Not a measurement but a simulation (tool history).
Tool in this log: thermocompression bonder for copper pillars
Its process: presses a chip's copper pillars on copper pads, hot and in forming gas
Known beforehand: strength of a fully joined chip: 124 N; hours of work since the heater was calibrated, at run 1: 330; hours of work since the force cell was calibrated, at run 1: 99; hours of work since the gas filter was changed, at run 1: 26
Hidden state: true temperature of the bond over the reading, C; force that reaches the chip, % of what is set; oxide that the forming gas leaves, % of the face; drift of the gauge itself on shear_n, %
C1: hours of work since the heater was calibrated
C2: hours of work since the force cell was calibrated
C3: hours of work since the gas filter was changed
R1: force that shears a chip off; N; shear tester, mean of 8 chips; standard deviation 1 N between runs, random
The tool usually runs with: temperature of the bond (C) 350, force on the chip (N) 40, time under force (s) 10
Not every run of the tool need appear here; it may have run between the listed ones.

{"run": 1, "hour": 0.0, "temperature of the bond (C)": 350, "force on the chip (N)": 40, "time under force (s)": 10, "C1": 330, "C2": 99, "C3": 26, "R1": 88.1}
{"run": 2, "hour": 20.0, "temperature of the bond (C)": 350, "force on the chip (N)": 40, "time under force (s)": 10, "C1": 342, "C2": 112, "C3": 39, "R1": 87.9}
{"run": 3, "hour": 42.3, "temperature of the bond (C)": 350, "force on the chip (N)": 40, "time under force (s)": 10, "C1": 357, "C2": 126, "C3": 53, "R1": 87.9}
{"run": 4, "hour": 55.6, "temperature of the bond (C)": 350, "force on the chip (N)": 40, "time under force (s)": 10, "C1": 365, "C2": 134, "C3": 62, "R1": 88.9}
{"run": 5, "hour": 71.9, "temperature of the bond (C)": 350, "force on the chip (N)": 40, "time under force (s)": 10, "C1": 376, "C2": 145, "C3": 72, "R1": 86.9}
{"run": 6, "hour": 85.2, "temperature of the bond (C)": 350, "force on the chip (N)": 40, "time under force (s)": 10, "C1": 384, "C2": 153, "C3": 81, "R1": 89}
{"run": 7, "hour": 99.7, "temperature of the bond (C)": 350, "force on the chip (N)": 40, "time under force (s)": 13, "C1": 393, "C2": 163, "C3": 90, "R1": 93.3}
{"run": 8, "hour": 113.6, "temperature of the bond (C)": 328, "force on the chip (N)": 40, "time under force (s)": 10, "C1": 402, "C2": 172, "C3": 99, "R1": 72.6}
{"run": 9, "hour": 131.8, "temperature of the bond (C)": 328, "force on the chip (N)": 40, "time under force (s)": 10, "C1": 414, "C2": 183, "C3": 111, "R1": 76.3}
{"run": 10, "hour": 141.6, "temperature of the bond (C)": 350, "force on the chip (N)": 40, "time under force (s)": 10, "C1": 420, "C2": 189, "C3": 117, "R1": 89.1}
{"run": 11, "hour": 154.5, "temperature of the bond (C)": 350, "force on the chip (N)": 40, "time under force (s)": 10, "C1": 428, "C2": 198, "C3": 125, "R1": 88.8}
{"run": 12, "hour": 174.2, "temperature of the bond (C)": 350, "force on the chip (N)": 40, "time under force (s)": 10, "C1": 441, "C2": 210, "C3": 138, "R1": 87.5}
{"run": 13, "hour": 188.0, "temperature of the bond (C)": 350, "force on the chip (N)": 40, "time under force (s)": 10, "C1": 450, "C2": 219, "C3": 147, "R1": 87.1}
{"run": 14, "hour": 201.0, "temperature of the bond (C)": 366, "force on the chip (N)": 40, "time under force (s)": 10, "C1": 458, "C2": 227, "C3": 155, "R1": 96.4}
{"run": 15, "hour": 222.4, "temperature of the bond (C)": 366, "force on the chip (N)": 40, "time under force (s)": 10, "C1": 472, "C2": 241, "C3": 168, "R1": 94.9}
{"run": 16, "hour": 231.4, "temperature of the bond (C)": 366, "force on the chip (N)": 40, "time under force (s)": 10, "C1": 477, "C2": 247, "C3": 174, "R1": 95.2}
{"run": 17, "hour": 253.5, "temperature of the bond (C)": 366, "force on the chip (N)": 40, "time under force (s)": 10, "C1": 492, "C2": 261, "C3": 188, "R1": 96}
{"run": 18, "hour": 269.4, "temperature of the bond (C)": 366, "force on the chip (N)": 40, "time under force (s)": 10, "C1": 502, "C2": 271, "C3": 199, "R1": 94.1}
{"hour": 284.7, "done": "forming gas filter changed"}
{"run": 19, "hour": 289.8, "temperature of the bond (C)": 350, "force on the chip (N)": 40, "time under force (s)": 10, "C1": 514, "C2": 284, "C3": 3, "R1": 88.2}
{"run": 20, "hour": 303.2, "temperature of the bond (C)": 350, "force on the chip (N)": 40, "time under force (s)": 18, "C1": 523, "C2": 292, "C3": 12, "R1": 100.2}
{"run": 21, "hour": 314.3, "temperature of the bond (C)": 350, "force on the chip (N)": 40, "time under force (s)": 19, "C1": 530, "C2": 299, "C3": 19, "R1": 102.5}
{"run": 22, "hour": 324.7, "temperature of the bond (C)": 372, "force on the chip (N)": 40, "time under force (s)": 23, "C1": 537, "C2": 306, "C3": 26, "R1": 112.3}
{"run": 23, "hour": 335.7, "temperature of the bond (C)": 372, "force on the chip (N)": 40, "time under force (s)": 23, "C1": 544, "C2": 313, "C3": 33, "R1": 111.9}
{"run": 24, "hour": 346.5, "temperature of the bond (C)": 350, "force on the chip (N)": 33, "time under force (s)": 10, "C1": 551, "C2": 320, "C3": 40, "R1": 80.9}
{"run": 25, "hour": 367.2, "temperature of the bond (C)": 350, "force on the chip (N)": 33, "time under force (s)": 10, "C1": 564, "C2": 333, "C3": 53, "R1": 80.3}
{"run": 26, "hour": 385.1, "temperature of the bond (C)": 348, "force on the chip (N)": 38, "time under force (s)": 7, "C1": 575, "C2": 345, "C3": 64, "R1": 76.6}
{"run": 27, "hour": 406.3, "temperature of the bond (C)": 348, "force on the chip (N)": 38, "time under force (s)": 7, "C1": 589, "C2": 358, "C3": 78, "R1": 78}
{"run": 28, "hour": 418.9, "temperature of the bond (C)": 345, "force on the chip (N)": 38, "time under force (s)": 29, "C1": 597, "C2": 366, "C3": 86, "R1": 105.6}
{"run": 29, "hour": 440.1, "temperature of the bond (C)": 350, "force on the chip (N)": 28, "time under force (s)": 9, "C1": 610, "C2": 380, "C3": 99, "R1": 69.1}
{"run": 30, "hour": 451.5, "temperature of the bond (C)": 350, "force on the chip (N)": 28, "time under force (s)": 9, "C1": 618, "C2": 387, "C3": 107, "R1": 69.9}
{"run": 31, "hour": 472.4, "temperature of the bond (C)": 350, "force on the chip (N)": 28, "time under force (s)": 9, "C1": 631, "C2": 400, "C3": 120, "R1": 68.5}
{"run": 32, "hour": 484.5, "temperature of the bond (C)": 378, "force on the chip (N)": 48, "time under force (s)": 26, "C1": 639, "C2": 408, "C3": 128, "R1": 116.7}
{"run": 33, "hour": 498.0, "temperature of the bond (C)": 350, "force on the chip (N)": 40, "time under force (s)": 20, "C1": 647, "C2": 417, "C3": 136, "R1": 101.5}
{"run": 34, "hour": 507.2, "temperature of the bond (C)": 350, "force on the chip (N)": 40, "time under force (s)": 20, "C1": 653, "C2": 423, "C3": 142, "R1": 102.8}
{"run": 35, "hour": 518.4, "temperature of the bond (C)": 350, "force on the chip (N)": 40, "time under force (s)": 20, "C1": 660, "C2": 430, "C3": 149, "R1": 100.9}
{"run": 36, "hour": 537.0, "temperature of the bond (C)": 350, "force on the chip (N)": 40, "time under force (s)": 20, "C1": 672, "C2": 442, "C3": 161, "R1": 103.1}
{"run": 37, "hour": 557.5, "temperature of the bond (C)": 350, "force on the chip (N)": 40, "time under force (s)": 20, "C1": 685, "C2": 455, "C3": 174, "R1": 103.1}
{"run": 38, "hour": 570.1, "temperature of the bond (C)": 338, "force on the chip (N)": 40, "time under force (s)": 10, "C1": 694, "C2": 463, "C3": 182, "R1": 80.1}
{"run": 39, "hour": 584.0, "temperature of the bond (C)": 343, "force on the chip (N)": 55, "time under force (s)": 17, "C1": 702, "C2": 472, "C3": 191, "R1": 105.6}

Here are 4 independent what-if runs from the current tool condition. What would each one return?
{"run": "A", "hour": 593.9, "temperature of the bond (C)": 327, "force on the chip (N)": 27, "time under force (s)": 11, "C1": 709, "C2": 478, "C3": 198, "R1": "?"}
{"run": "B", "hour": 593.9, "temperature of the bond (C)": 343, "force on the chip (N)": 26, "time under force (s)": 16, "C1": 709, "C2": 478, "C3": 198, "R1": "?"}
{"run": "C", "hour": 593.9, "temperature of the bond (C)": 350, "force on the chip (N)": 32, "time under force (s)": 22, "C1": 709, "C2": 478, "C3": 198, "R1": "?"}
{"run": "D", "hour": 593.9, "temperature of the bond (C)": 346, "force on the chip (N)": 49, "time under force (s)": 6, "C1": 709, "C2": 478, "C3": 198, "R1": "?"}

run=A R1=57.7
run=B R1=74.3
run=C R1=94.6
run=D R1=83.7
Without the tool's hidden state the same runs would have given:
run=A R1=58
run=B R1=74.8
run=C R1=95.2
run=D R1=84.2
